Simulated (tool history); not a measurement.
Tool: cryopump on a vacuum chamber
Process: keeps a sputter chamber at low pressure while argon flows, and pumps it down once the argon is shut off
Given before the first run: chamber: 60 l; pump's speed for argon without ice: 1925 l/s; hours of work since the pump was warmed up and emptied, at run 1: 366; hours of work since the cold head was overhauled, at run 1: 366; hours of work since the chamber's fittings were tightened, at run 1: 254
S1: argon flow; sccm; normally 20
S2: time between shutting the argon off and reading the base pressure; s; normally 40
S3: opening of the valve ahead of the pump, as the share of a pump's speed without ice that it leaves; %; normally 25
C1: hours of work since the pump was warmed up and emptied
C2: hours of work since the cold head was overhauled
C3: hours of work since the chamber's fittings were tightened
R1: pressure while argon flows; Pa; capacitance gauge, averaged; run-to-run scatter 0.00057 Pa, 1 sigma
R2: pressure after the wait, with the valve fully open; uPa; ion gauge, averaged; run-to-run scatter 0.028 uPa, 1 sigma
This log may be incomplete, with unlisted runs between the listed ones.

Run 1, hour 0.0: usual settings; C1 366; C2 366; C3 254. Result: R1 0.0719 Pa, R2 1.49 uPa.
Run 2, hour 24.1: usual settings; C1 382; C2 382; C3 271. Result: R1 0.0708 Pa, R2 1.52 uPa.
Run 3, hour 52.1: usual settings; C1 401; C2 401; C3 290. Result: R1 0.0715 Pa, R2 1.53 uPa.
Run 4, hour 72.3: usual settings but S2 28 s; C1 415; C2 415; C3 304. Result: R1 0.0719 Pa, R2 2.08 uPa.
Run 5, hour 92.6: usual settings but S2 28 s; C1 429; C2 429; C3 318. Result: R1 0.0715 Pa, R2 2.09 uPa.
Run 6, hour 113.0: usual settings but S2 28 s; C1 444; C2 444; C3 332. Result: R1 0.0727 Pa, R2 2.12 uPa.
Run 7, hour 136.5: usual settings but S2 28 s; C1 460; C2 460; C3 348. Result: R1 0.0714 Pa, R2 2.10 uPa.
Run 8, hour 150.1: usual settings but S2 28 s; C1 469; C2 469; C3 358. Result: R1 0.0717 Pa, R2 2.08 uPa.
Run 9, hour 177.5: usual settings but S2 34 s; C1 488; C2 488; C3 377. Result: R1 0.0722 Pa, R2 1.84 uPa.
Run 10, hour 204.4: usual settings but S2 22 s, S3 21 %; C1 507; C2 507; C3 395. Result: R1 0.0851 Pa, R2 2.58 uPa.
Run 11, hour 228.4: usual settings but S2 130 s; C1 523; C2 523; C3 412. Result: R1 0.0716 Pa, R2 0.81 uPa.
Run 12, hour 240.7: usual settings but S2 130 s; C1 532; C2 532; C3 420. Result: R1 0.0723 Pa, R2 0.80 uPa.
Run 13, hour 259.2: usual settings but S1 16 sccm, S2 27 s; C1 544; C2 544; C3 433. Result: R1 0.0575 Pa, R2 2.15 uPa.
Run 14, hour 286.0: usual settings but S1 29 sccm, S2 270 s, S3 52 %; C1 563; C2 563; C3 451. Result: R1 0.0517 Pa, R2 0.64 uPa.
Run 15, hour 305.7: usual settings but S1 32 sccm, S2 32 s, S3 18 %; C1 577; C2 577; C3 465. Result: R1 0.1596 Pa, R2 1.96 uPa.
Run 16, hour 324.9: usual settings but S1 32 sccm, S2 32 s, S3 18 %; C1 590; C2 590; C3 478. Result: R1 0.1598 Pa, R2 1.98 uPa.
Run 17, hour 348.5: usual settings but S1 32 sccm, S2 32 s, S3 18 %; C1 606; C2 606; C3 495. Result: R1 0.1601 Pa, R2 1.95 uPa.

Forecast each of these 3 alternatives for the next run:
Run A, hour 376.6: usual settings but S1 15 sccm, S2 55 s, S3 18 %; C1 625; C2 625; C3 514. Result: R1 ?, R2 ?.
Run B, hour 376.6: usual settings but S1 31 sccm, S2 22 s, S3 29 %; C1 625; C2 625; C3 514. Result: R1 ?, R2 ?.
Run C, hour 376.6: usual settings but S1 17 sccm; C1 625; C2 625; C3 514. Result: R1 ?, R2 ?.

run      R1    R2
  A  0.0752  1.37
  B  0.0965  2.65
  C  0.0616  1.75
Take away the tool's hidden state, keep each run's random variation, and the runs would have read:
run      R1    R2
  A  0.0734  1.03
  B  0.0928  2.31
  C  0.0596  1.40
